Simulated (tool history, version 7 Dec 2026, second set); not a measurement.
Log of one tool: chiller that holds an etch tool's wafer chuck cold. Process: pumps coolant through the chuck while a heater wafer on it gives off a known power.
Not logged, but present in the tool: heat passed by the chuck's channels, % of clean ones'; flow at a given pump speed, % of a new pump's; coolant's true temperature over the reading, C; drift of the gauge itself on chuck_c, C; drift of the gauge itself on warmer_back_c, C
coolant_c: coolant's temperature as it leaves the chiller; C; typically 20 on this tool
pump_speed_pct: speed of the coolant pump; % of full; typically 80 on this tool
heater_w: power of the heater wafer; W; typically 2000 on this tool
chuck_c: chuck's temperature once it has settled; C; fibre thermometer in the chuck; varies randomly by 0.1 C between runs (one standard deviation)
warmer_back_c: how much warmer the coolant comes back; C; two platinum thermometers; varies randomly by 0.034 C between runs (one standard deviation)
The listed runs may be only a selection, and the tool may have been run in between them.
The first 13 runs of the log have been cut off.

| run | hour | coolant_c | pump_speed_pct | heater_w | hours since the coolant was changed and the channels were flushed | hours since the pump was overhauled | hours since the chiller's thermometer was calibrated | chuck_c | warmer_back_c |
|---|---|---|---|---|---|---|---|---|---|
| 14 | 1739.6 | 20 | 80 | 1388 | 380 | 4013 | 1565 | 31.9 | 3.96 |
| 15 | 1926.5 | 20 | 80 | 1388 | 567 | 4200 | 1752 | 32.0 | 3.96 |
| 16 | 2077.9 | 20 | 80 | 1388 | 718 | 4351 | 1903 | 32.0 | 3.94 |
| 17 | 2282.3 | 11 | 62 | 1889 | 922 | 4556 | 2107 | 32.1 | 7.01 |
| 18 | 2467.4 | 11 | 81 | 1343 | 1107 | 4741 | 2292 | 22.6 | 3.75 |
|  | 2617.9 | chiller's thermometer calibrated |
| 19 | 2651.3 | 18 | 68 | 1778 | 1290 | 4924 | 33 | 36.3 | 6.07 |
| 20 | 2761.5 | 20 | 80 | 2731 | 1401 | 5034 | 144 | 44.1 | 7.88 |
| 21 | 2874.8 | 22 | 95 | 1327 | 1514 | 5147 | 257 | 31.9 | 3.20 |
| 22 | 3058.6 | 20 | 79 | 1497 | 1698 | 5331 | 441 | 33.7 | 4.39 |
|  | 3075.1 | coolant pump overhauled |
| 23 | 3227.5 | 20 | 79 | 1497 | 1862 | 152 | 605 | 34.2 | 4.57 |
| 24 | 3320.2 | 13 | 79 | 1497 | 1954 | 245 | 697 | 26.9 | 4.62 |
|  | 3466.7 | coolant pump overhauled, once more |
| 25 | 3503.8 | 25 | 70 | 1924 | 2133 | 37 | 876 | 43.4 | 6.01 |
| 26 | 3650.1 | 25 | 90 | 1616 | 2279 | 183 | 1022 | 37.1 | 3.87 |
| 27 | 3839.3 | 22 | 82 | 1616 | 2468 | 373 | 1211 | 35.4 | 4.27 |
| 28 | 3925.7 | 22 | 82 | 1616 | 2555 | 459 | 1298 | 35.4 | 4.29 |
| 29 | 4096.9 | 19 | 80 | 2000 | 2726 | 630 | 1469 | 36.1 | 5.39 |
| 30 | 4249.0 | 20 | 65 | 1272 | 2878 | 782 | 1621 | 33.2 | 4.32 |
| 31 | 4357.5 | 20 | 65 | 1272 | 2987 | 891 | 1730 | 33.3 | 4.31 |

Forecast each of these 5 alternatives for the next run:
| A | 4467.9 | 17 | 72 | 2534 | 3097 | 1001 | 1840 | ? | ? |
| B | 4467.9 | 20 | 80 | 2077 | 3097 | 1001 | 1840 | ? | ? |
| C | 4467.9 | 20 | 78 | 1351 | 3097 | 1001 | 1840 | ? | ? |
| D | 4467.9 | 11 | 63 | 2000 | 3097 | 1001 | 1840 | ? | ? |
| E | 4467.9 | 15 | 69 | 2000 | 3097 | 1001 | 1840 | ? | ? |

| run | chuck_c | warmer_back_c |
|---|---|---|
| A | 41.1 | 7.69 |
| B | 37.8 | 5.56 |
| C | 31.7 | 3.79 |
| D | 32.6 | 7.02 |
| E | 34.9 | 6.35 |
Without the tool's hidden state the same runs would have given:
| run | chuck_c | warmer_back_c |
|---|---|---|
| A | 40.1 | 7.61 |
| B | 37.1 | 5.50 |
| C | 31.3 | 3.74 |
| D | 31.7 | 6.94 |
| E | 34.1 | 6.28 |
